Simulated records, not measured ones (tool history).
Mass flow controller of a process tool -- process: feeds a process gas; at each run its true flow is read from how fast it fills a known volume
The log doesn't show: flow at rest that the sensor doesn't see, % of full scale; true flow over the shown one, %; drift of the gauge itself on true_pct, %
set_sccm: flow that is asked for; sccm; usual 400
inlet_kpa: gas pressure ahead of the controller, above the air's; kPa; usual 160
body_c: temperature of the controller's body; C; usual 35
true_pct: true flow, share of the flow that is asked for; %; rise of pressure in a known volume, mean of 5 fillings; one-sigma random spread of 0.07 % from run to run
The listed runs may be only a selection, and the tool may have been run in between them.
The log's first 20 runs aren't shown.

run	hour	set_sccm	inlet_kpa	body_c	hours of work since the controller was set to zero	hours of work since the controller was changed	true_pct
21	5255.6	460	242	28	8061	8061	100.86
22	5593.8	53	245	28	8309	8309	95.11
# hour 5879.1: controller's zero set anew
23	5902.5	53	245	28	17	8535	99.81
24	6108.7	50	160	30	168	8686	99.62
25	6434.5	288	194	34	407	8925	100.69
26	6648.8	288	194	34	564	9082	100.68
27	6862.0	167	154	35	721	9239	99.91
28	7117.5	167	166	35	908	9426	100.06
29	7465.3	167	166	35	1163	9681	100.14
30	7727.6	167	166	35	1356	9874	100.13
31	7893.7	234	168	35	1477	9995	100.54

Here are 5 independent what-if runs from the current tool condition. What would each one return?
A	8092.7	234	209	22	1623	10141	?
B	8092.7	400	221	35	1623	10141	?
C	8092.7	272	241	31	1623	10141	?
D	8092.7	234	168	34	1623	10141	?
E	8092.7	94	248	30	1623	10141	?

run	true_pct
A	101.03
B	101.33
C	100.99
D	100.49
E	99.95
The same runs, with their run-to-run variation unchanged, on a tool lacking any hidden condition would have given:
run	true_pct
A	98.96
B	99.19
C	98.90
D	98.42
E	98.15
